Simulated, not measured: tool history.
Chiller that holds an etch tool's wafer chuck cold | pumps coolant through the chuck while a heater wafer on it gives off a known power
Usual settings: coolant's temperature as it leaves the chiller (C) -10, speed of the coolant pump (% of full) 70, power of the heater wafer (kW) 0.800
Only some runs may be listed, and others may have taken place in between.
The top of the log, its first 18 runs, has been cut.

run,hour,coolant's temperature as it leaves the chiller (C),speed of the coolant pump (% of full),power of the heater wafer (kW),chuck's temperature once it has settled (C),how much warmer the coolant comes back (C)
19,508.5,-5,63,0.535,-0.3,2.97
20,524.9,-5,63,0.535,-0.2,2.96
21,564.5,-17,65,0.875,-9.6,4.64
22,596.5,-17,65,0.875,-9.4,4.65
23,613.1,-2,77,0.468,1.6,2.26
24,650.4,-2,61,0.468,2.2,2.74
25,669.1,-2,61,0.468,2.2,2.75
26,704.8,-20,70,1.112,-11.0,5.46
27,734.9,-20,70,1.112,-10.8,5.51
28,761.6,-2,88,0.839,3.9,3.43
29,781.9,-2,88,0.839,4.1,3.39
30,809.5,-2,88,0.839,4.1,3.48
31,836.6,-7,88,0.672,-2.1,2.88

Each row is a separate what-if for the run after 31, all from the same tool condition, not one after another. Results?
# hour 847.3: gauge calibrated
A,875.6,-10,73,0.864,?,?
# hour 847.3: gauge calibrated
B,875.6,-17,64,1.145,?,?
# hour 847.3: gauge calibrated
C,875.6,-1,63,0.450,?,?
# hour 847.3: gauge calibrated
D,875.6,-2,72,0.770,?,?

run,chuck's temperature once it has settled (C),how much warmer the coolant comes back (C)
A,-3.1,3.96
B,-6.8,5.94
C,2.9,2.35
D,4.3,3.56
With the hidden condition removed and each run's random variation left untouched, the same runs would have given:
run,chuck's temperature once it has settled (C),how much warmer the coolant comes back (C)
A,-3.1,3.94
B,-6.8,5.93
C,2.9,2.34
D,4.3,3.55
